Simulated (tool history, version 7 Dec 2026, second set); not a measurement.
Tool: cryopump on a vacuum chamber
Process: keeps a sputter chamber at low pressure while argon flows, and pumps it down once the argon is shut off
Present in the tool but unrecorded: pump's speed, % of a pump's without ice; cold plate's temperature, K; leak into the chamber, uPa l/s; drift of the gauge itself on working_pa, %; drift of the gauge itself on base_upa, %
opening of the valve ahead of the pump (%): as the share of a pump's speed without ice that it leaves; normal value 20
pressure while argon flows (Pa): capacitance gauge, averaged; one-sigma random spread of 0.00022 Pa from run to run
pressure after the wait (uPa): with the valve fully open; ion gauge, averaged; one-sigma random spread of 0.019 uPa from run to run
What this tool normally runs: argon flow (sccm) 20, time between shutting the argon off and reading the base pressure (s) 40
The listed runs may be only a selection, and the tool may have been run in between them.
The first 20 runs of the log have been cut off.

| run | hour | argon flow (sccm) | time between shutting the argon off and reading the base pressure (s) | opening of the valve ahead of the pump (%) | hours of work since the pump was warmed up and emptied | hours of work since the cold head was overhauled | hours of work since the chamber's fittings were tightened | pressure while argon flows (Pa) | pressure after the wait (uPa) |
|---|---|---|---|---|---|---|---|---|---|
| 21 | 232.8 | 12 | 29 | 36 | 394 | 394 | 1826 | 0.0262 | 1.98 |
| 22 | 240.4 | 12 | 40 | 25 | 399 | 399 | 1831 | 0.0379 | 1.56 |
| 23 | 251.8 | 12 | 40 | 25 | 406 | 406 | 1839 | 0.0376 | 1.57 |
| 24 | 263.2 | 20 | 249 | 20 | 413 | 413 | 1846 | 0.079 | 0.55 |
| 25 | 280.1 | 20 | 249 | 20 | 424 | 424 | 1857 | 0.0786 | 0.57 |
| 26 | 291.6 | 10 | 249 | 20 | 431 | 431 | 1864 | 0.0393 | 0.55 |
| 27 | 304.3 | 10 | 249 | 20 | 439 | 439 | 1872 | 0.0393 | 0.55 |
| 28 | 318.9 | 20 | 25 | 20 | 449 | 449 | 1881 | 0.0791 | 2.31 |
| 29 | 329.7 | 20 | 25 | 20 | 456 | 456 | 1888 | 0.0788 | 2.3 |
| 30 | 345.8 | 16 | 104 | 27 | 466 | 466 | 1898 | 0.0471 | 0.85 |
| 31 | 362.4 | 33 | 45 | 21 | 476 | 476 | 1909 | 0.124 | 1.43 |
| 32 | 373.6 | 20 | 208 | 32 | 484 | 484 | 1916 | 0.05 | 0.62 |
| 33 | 384.6 | 20 | 208 | 32 | 491 | 491 | 1923 | 0.0497 | 0.61 |
| 34 | 392.9 | 36 | 39 | 39 | 496 | 496 | 1928 | 0.0744 | 1.61 |
| 35 | 401.1 | 17 | 40 | 20 | 501 | 501 | 1934 | 0.0672 | 1.61 |

Forecast each of these 3 alternatives for the next run:
| A | 408.4 | 8 | 50 | 50 | 506 | 506 | 1938 | ? | ? |
| B | 408.4 | 20 | 211 | 20 | 506 | 506 | 1938 | ? | ? |
| C | 408.4 | 20 | 40 | 47 | 506 | 506 | 1938 | ? | ? |

| run | pressure while argon flows (Pa) | pressure after the wait (uPa) |
|---|---|---|
| A | 0.013 | 1.35 |
| B | 0.0788 | 0.58 |
| C | 0.0347 | 1.54 |
Without the tool's hidden state the same runs would have given:
| run | pressure while argon flows (Pa) | pressure after the wait (uPa) |
|---|---|---|
| A | 0.0123 | 1.1 |
| B | 0.0772 | 0.34 |
| C | 0.0331 | 1.3 |
